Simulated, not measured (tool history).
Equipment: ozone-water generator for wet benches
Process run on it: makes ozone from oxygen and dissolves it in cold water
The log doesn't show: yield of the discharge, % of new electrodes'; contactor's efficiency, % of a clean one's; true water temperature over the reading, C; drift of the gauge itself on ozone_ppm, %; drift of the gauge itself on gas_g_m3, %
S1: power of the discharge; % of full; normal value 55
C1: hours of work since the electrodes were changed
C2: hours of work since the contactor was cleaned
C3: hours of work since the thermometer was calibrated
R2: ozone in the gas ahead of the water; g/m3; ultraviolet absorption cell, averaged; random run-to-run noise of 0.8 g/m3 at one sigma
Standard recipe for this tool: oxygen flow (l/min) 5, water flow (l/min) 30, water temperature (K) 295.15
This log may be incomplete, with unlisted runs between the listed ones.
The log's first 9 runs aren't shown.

Run 10, hour 267.1: usual settings; C1 981; C2 5610; C3 4353. Result: dissolved ozone (ppm) 8.9, R2 124.1 g/m3.
Run 11, hour 303.4: usual settings; C1 1017; C2 5646; C3 4389. Result: dissolved ozone (ppm) 9, R2 124 g/m3.
Run 12, hour 331.9: usual settings but S1 63 % of full; C1 1045; C2 5674; C3 4417. Result: dissolved ozone (ppm) 10.2, R2 137.1 g/m3.
Run 13, hour 370.3: usual settings but water flow (l/min) 32; C1 1083; C2 5713; C3 4456. Result: dissolved ozone (ppm) 8.4, R2 123.7 g/m3.
Run 14, hour 415.4: usual settings but water flow (l/min) 38; C1 1128; C2 5757; C3 4501. Result: dissolved ozone (ppm) 6.9, R2 122.1 g/m3.
Run 15, hour 449.4: usual settings but S1 60 % of full; C1 1162; C2 5791; C3 4534. Result: dissolved ozone (ppm) 9.5, R2 131.3 g/m3.
Run 16, hour 469.9: usual settings but S1 60 % of full; C1 1183; C2 5812; C3 4555. Result: dissolved ozone (ppm) 9.5, R2 132.2 g/m3.
Run 17, hour 514.9: usual settings but water flow (l/min) 23; C1 1228; C2 5857; C3 4600. Result: dissolved ozone (ppm) 11.5, R2 123.5 g/m3.
Run 18, hour 547: usual settings but oxygen flow (l/min) 8.48, water flow (l/min) 44; C1 1260; C2 5889; C3 4632. Result: dissolved ozone (ppm) 7.1, R2 103.4 g/m3.
Run 19, hour 566.5: usual settings but oxygen flow (l/min) 8.48, water flow (l/min) 44; C1 1279; C2 5908; C3 4651. Result: dissolved ozone (ppm) 7.1, R2 104 g/m3.

Run 20 has not been measured yet. What should we expect?
Run 20, hour 610.9: usual settings but oxygen flow (l/min) 8.48, water flow (l/min) 44; C1 1323; C2 5952; C3 4696. Result: dissolved ozone (ppm) ?, R2 ?.

dissolved ozone (ppm): 7.1
R2: 103.1 g/m3
Take away the tool's hidden state, keep the run-to-run variation as it was, and the same run would have given dissolved ozone (ppm) 7.1, R2 103.1 g/m3.
